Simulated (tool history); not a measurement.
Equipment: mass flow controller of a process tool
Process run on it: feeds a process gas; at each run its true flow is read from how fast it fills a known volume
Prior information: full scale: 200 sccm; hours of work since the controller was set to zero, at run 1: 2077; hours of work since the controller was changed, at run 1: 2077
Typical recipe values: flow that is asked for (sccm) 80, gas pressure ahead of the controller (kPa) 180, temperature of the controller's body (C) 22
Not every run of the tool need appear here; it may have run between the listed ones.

| run | day | flow that is asked for (sccm) | gas pressure ahead of the controller (kPa) | temperature of the controller's body (C) | hours of work since the controller was set to zero | hours of work since the controller was changed | true flow (%) |
|---|---|---|---|---|---|---|---|
| 1 | 0 | 80 | 180 | 22 | 2077 | 2077 | 98.45 |
| 2 | 7.762 | 80 | 180 | 22 | 2202 | 2202 | 98.48 |
| 3 | 17.892 | 80 | 180 | 22 | 2365 | 2365 | 98.66 |
| 4 | 33.308 | 162 | 180 | 22 | 2613 | 2613 | 100.07 |
| 5 | 47.021 | 162 | 180 | 22 | 2833 | 2833 | 100.09 |
| 6 | 55.75 | 80 | 182 | 22 | 2974 | 2974 | 98.59 |
| 7 | 66.3 | 80 | 180 | 22 | 3143 | 3143 | 98.37 |
| 8 | 81.692 | 80 | 180 | 22 | 3391 | 3391 | 98.66 |
| 9 | 94.25 | 80 | 180 | 22 | 3593 | 3593 | 98.66 |
| 10 | 105.279 | 80 | 180 | 22 | 3770 | 3770 | 98.65 |
| 11 | 122.721 | 80 | 180 | 22 | 4050 | 4050 | 98.7 |
| 12 | 134.454 | 117 | 180 | 22 | 4239 | 4239 | 99.85 |
| 13 | 148.954 | 117 | 180 | 22 | 4472 | 4472 | 99.8 |
| 14 | 162.575 | 117 | 180 | 22 | 4691 | 4691 | 99.83 |
| 15 | 172.679 | 117 | 249 | 22 | 4854 | 4854 | 100.37 |
| 16 | 181.775 | 117 | 249 | 22 | 5000 | 5000 | 100.46 |
| 17 | 192.538 | 117 | 249 | 22 | 5173 | 5173 | 100.38 |
| 18 | 206.504 | 117 | 249 | 22 | 5398 | 5398 | 100.55 |
| 19 | 220.604 | 58 | 249 | 22 | 5624 | 5624 | 97.99 |
| 20 | 237.521 | 58 | 249 | 22 | 5896 | 5896 | 98.13 |
| 21 | 252.462 | 58 | 249 | 22 | 6137 | 6137 | 98.06 |
| 22 | 263.967 | 58 | 249 | 22 | 6322 | 6322 | 98.02 |
| 23 | 279.021 | 58 | 249 | 22 | 6564 | 6564 | 98.07 |
| 24 | 290.533 | 80 | 180 | 22 | 6749 | 6749 | 99.16 |
| 25 | 299.567 | 24 | 180 | 22 | 6894 | 6894 | 90.99 |
| 26 | 307.575 | 36 | 180 | 24 | 7023 | 7023 | 94.84 |
|  | 313.717 | controller's zero set anew |
|  | 317.921 | controller exchanged for a calibrated one |
| 27 | 318.442 | 32 | 249 | 24 | 8 | 8 | 98.23 |
| 28 | 327.917 | 32 | 249 | 24 | 161 | 161 | 97.97 |
| 29 | 338.317 | 32 | 249 | 24 | 328 | 328 | 97.82 |
| 30 | 355.483 | 181 | 151 | 22 | 604 | 604 | 99.47 |
| 31 | 362.796 | 26 | 170 | 36 | 722 | 722 | 98.23 |
| 32 | 371.129 | 26 | 170 | 36 | 856 | 856 | 98.06 |
| 33 | 382.5 | 35 | 157 | 22 | 1038 | 1038 | 96.99 |
| 34 | 395.558 | 80 | 200 | 30 | 1248 | 1248 | 99.43 |
| 35 | 402.933 | 37 | 180 | 27 | 1367 | 1367 | 97.65 |
| 36 | 419.779 | 80 | 237 | 22 | 1638 | 1638 | 98.8 |
| 37 | 436.121 | 80 | 237 | 22 | 1901 | 1901 | 98.77 |
| 38 | 448.704 | 80 | 237 | 22 | 2103 | 2103 | 98.87 |
| 39 | 465.029 | 80 | 237 | 22 | 2366 | 2366 | 98.91 |
| 40 | 477.321 | 113 | 215 | 22 | 2563 | 2563 | 99.48 |
| 41 | 491.629 | 134 | 181 | 28 | 2793 | 2793 | 100.32 |
| 42 | 505.858 | 51 | 180 | 22 | 3022 | 3022 | 97.54 |
| 43 | 522.571 | 51 | 180 | 22 | 3291 | 3291 | 97.53 |
| 44 | 534.754 | 20 | 180 | 22 | 3487 | 3487 | 93.04 |
| 45 | 551.496 | 20 | 180 | 22 | 3756 | 3756 | 92.53 |
| 46 | 563.15 | 20 | 163 | 23 | 3943 | 3943 | 92.44 |
| 47 | 579.958 | 22 | 181 | 22 | 4214 | 4214 | 92.92 |
| 48 | 588.129 | 97 | 182 | 27 | 4345 | 4345 | 99.81 |
| 49 | 596.771 | 80 | 226 | 31 | 4484 | 4484 | 99.95 |

3 options for the next run, each taken on its own from the tool as it stands now. Forecast them:
| A | 608.833 | 46 | 270 | 30 | 4678 | 4678 | ? |
| B | 608.833 | 126 | 214 | 22 | 4678 | 4678 | ? |
| C | 608.833 | 30 | 184 | 29 | 4678 | 4678 | ? |

| run | true flow (%) |
|---|---|
| A | 98.08 |
| B | 100.29 |
| C | 95.39 |
Stripped of hidden state, with their random variation kept, the same runs would have yielded:
| run | true flow (%) |
|---|---|
| A | 99.05 |
| B | 98.85 |
| C | 98.4 |
